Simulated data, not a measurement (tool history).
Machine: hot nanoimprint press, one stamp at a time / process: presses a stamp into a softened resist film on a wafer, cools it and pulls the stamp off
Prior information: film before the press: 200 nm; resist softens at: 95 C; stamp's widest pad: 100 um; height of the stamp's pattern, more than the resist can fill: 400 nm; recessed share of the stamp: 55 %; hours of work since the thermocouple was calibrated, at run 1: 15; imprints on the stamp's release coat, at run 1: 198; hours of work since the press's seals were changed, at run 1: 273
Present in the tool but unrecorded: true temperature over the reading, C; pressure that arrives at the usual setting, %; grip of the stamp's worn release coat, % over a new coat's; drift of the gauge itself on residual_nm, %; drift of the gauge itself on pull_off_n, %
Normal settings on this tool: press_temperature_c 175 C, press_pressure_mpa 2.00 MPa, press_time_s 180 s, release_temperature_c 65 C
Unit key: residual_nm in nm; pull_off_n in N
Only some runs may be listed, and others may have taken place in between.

run	day	press_temperature_c	press_pressure_mpa	press_time_s	release_temperature_c	hours of work since the thermocouple was calibrated	imprints on the stamp's release coat	hours of work since the press's seals were changed	residual_nm	pull_off_n
1	0.000	175	2.00	180	65	15	198	273	120.4	187
2	0.521	175	2.00	180	65	20	227	279	121.0	184
3	1.071	175	2.00	180	65	26	258	285	120.9	187
4	1.479	175	2.39	180	65	31	281	289	111.0	192
5	1.888	181	2.00	180	65	35	304	294	98.6	191
6	2.250	175	2.00	180	65	39	325	298	120.8	188
7	2.629	175	2.00	233	65	43	347	302	112.3	193
8	3.288	175	2.00	233	65	51	384	309	112.5	200
9	3.788	175	2.00	233	65	56	412	314	112.1	195
10	4.221	175	2.00	180	53	61	436	319	121.1	216
11	4.842	175	2.00	180	65	67	472	326	120.8	196
12	5.217	175	2.00	180	65	71	493	330	121.3	202
13	5.688	175	2.00	180	57	77	520	335	121.3	211
14	6.279	175	2.00	132	65	83	553	342	132.3	211
15	6.683	166	2.00	359	72	87	576	346	134.8	189
16	7.288	171	2.17	291	68	94	610	353	116.9	196
17	7.633	174	2.84	293	67	98	630	356	91.5	201
18	7.967	170	2.75	123	58	101	648	360	137.7	215
19	8.646	170	2.75	123	58	109	687	367	138.5	209
20	9.233	184	1.33	180	72	115	720	374	110.4	209
21	9.808	184	1.33	180	72	121	753	380	110.5	205
22	10.279	175	1.61	180	65	127	779	385	133.7	217
23	10.617	184	1.61	180	65	130	799	389	100.9	216
24	11.258	171	1.80	180	65	137	835	396	143.4	212
25	11.708	175	2.00	121	53	142	860	401	136.5	230
26	12.038	182	2.98	277	72	146	879	404	66.8	210
27	12.704	182	2.98	277	72	153	917	411	67.6	207

Same runs, no hidden state in the tool, same run-to-run variation:
run	residual_nm	pull_off_n
1	118.7	177
2	119.1	174
3	119.0	175
4	108.8	179
5	96.7	176
6	118.7	173
7	110.1	177
8	110.1	182
9	109.7	175
10	118.6	194
11	118.2	174
12	118.6	178
13	118.5	185
14	129.4	184
15	131.7	163
16	113.7	168
17	88.3	172
18	134.1	183
19	134.8	176
20	107.6	175
21	107.6	170
22	130.3	180
23	97.9	178
24	139.8	173
25	132.7	187
26	63.9	170
27	64.6	166
